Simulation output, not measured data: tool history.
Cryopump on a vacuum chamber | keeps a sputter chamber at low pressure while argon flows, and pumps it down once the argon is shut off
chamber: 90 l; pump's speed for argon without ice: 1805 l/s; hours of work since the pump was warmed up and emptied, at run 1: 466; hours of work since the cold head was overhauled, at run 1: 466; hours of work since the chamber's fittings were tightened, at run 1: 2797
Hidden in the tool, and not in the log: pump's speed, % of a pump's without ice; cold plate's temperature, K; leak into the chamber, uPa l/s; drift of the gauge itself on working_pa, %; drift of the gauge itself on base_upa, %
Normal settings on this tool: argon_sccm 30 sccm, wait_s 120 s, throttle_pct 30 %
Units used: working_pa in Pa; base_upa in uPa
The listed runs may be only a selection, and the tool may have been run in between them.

run	hour	argon_sccm	wait_s	throttle_pct	hours of work since the pump was warmed up and emptied	hours of work since the cold head was overhauled	hours of work since the chamber's fittings were tightened	working_pa	base_upa
1	0.0	30	120	30	466	466	2797	0.0971	1.53
2	62.9	30	120	30	500	500	2832	0.0965	1.56
3	101.5	30	120	30	521	521	2853	0.0990	1.55
4	158.1	30	120	30	552	552	2884	0.0979	1.57
5	197.0	30	120	26	573	573	2905	0.1122	1.63
6	240.4	30	120	26	597	597	2929	0.1139	1.59
7	321.0	30	120	26	641	641	2973	0.1142	1.57
8	362.3	30	120	26	664	664	2995	0.1141	1.65
9	434.3	45	120	30	703	703	3035	0.1498	1.66
10	495.3	30	120	30	736	736	3068	0.0990	1.68
11	556.5	30	120	48	770	770	3101	0.0657	1.72
12	636.2	30	120	46	813	813	3145	0.0686	1.74
# hour 704.9: pump warmed up, emptied and cooled again
13	711.6	30	74	30	4	852	3183	0.0936	1.73
14	797.9	30	74	30	51	899	3231	0.0937	1.77
15	892.2	30	74	30	102	950	3282	0.0949	1.81
16	943.2	30	120	30	130	978	3310	0.0950	1.60
17	997.9	30	120	30	160	1008	3340	0.0946	1.60
18	1071.1	30	120	30	200	1048	3380	0.0957	1.64
19	1131.9	30	43	30	233	1081	3413	0.0956	2.37
20	1216.2	22	180	38	279	1127	3459	0.0563	1.51
21	1282.0	17	164	30	315	1163	3495	0.0540	1.59
22	1329.4	30	61	31	341	1189	3521	0.0920	2.10
23	1371.4	38	92	40	364	1212	3544	0.0939	1.85
24	1420.6	18	92	40	391	1239	3571	0.0439	1.83
25	1464.6	19	43	22	415	1263	3595	0.0833	2.41
26	1543.9	19	43	22	458	1306	3638	0.0830	2.46
27	1610.2	18	120	30	495	1343	3674	0.0587	1.82
28	1686.0	44	120	30	536	1384	3716	0.1428	1.90
29	1769.7	44	120	30	582	1430	3762	0.1447	1.86
30	1828.2	18	120	46	614	1462	3793	0.0391	1.93
# hour 1858.9: leaking fittings of the chamber tightened, without venting
31	1877.5	20	120	48	640	1488	10	0.0427	0.61
32	1922.8	30	43	37	664	1512	35	0.0816	1.32
33	1979.1	25	253	33	695	1543	66	0.0769	0.48
34	2034.6	30	104	32	725	1574	96	0.0940	0.68
35	2115.7	30	26	46	770	1618	140	0.0680	2.07

3 ways to go on from here, each from the tool as it stands after run 35. What would each give?
A	2188.0	60	171	30	809	1657	180	?	?
B	2188.0	36	85	23	809	1657	180	?	?
C	2188.0	26	132	46	809	1657	180	?	?

run	working_pa	base_upa
A	0.2014	0.55
B	0.1568	0.82
C	0.0593	0.65
Had the tool no hidden state, the same runs would have come out as:
run	working_pa	base_upa
A	0.1868	0.42
B	0.1480	0.69
C	0.0530	0.52
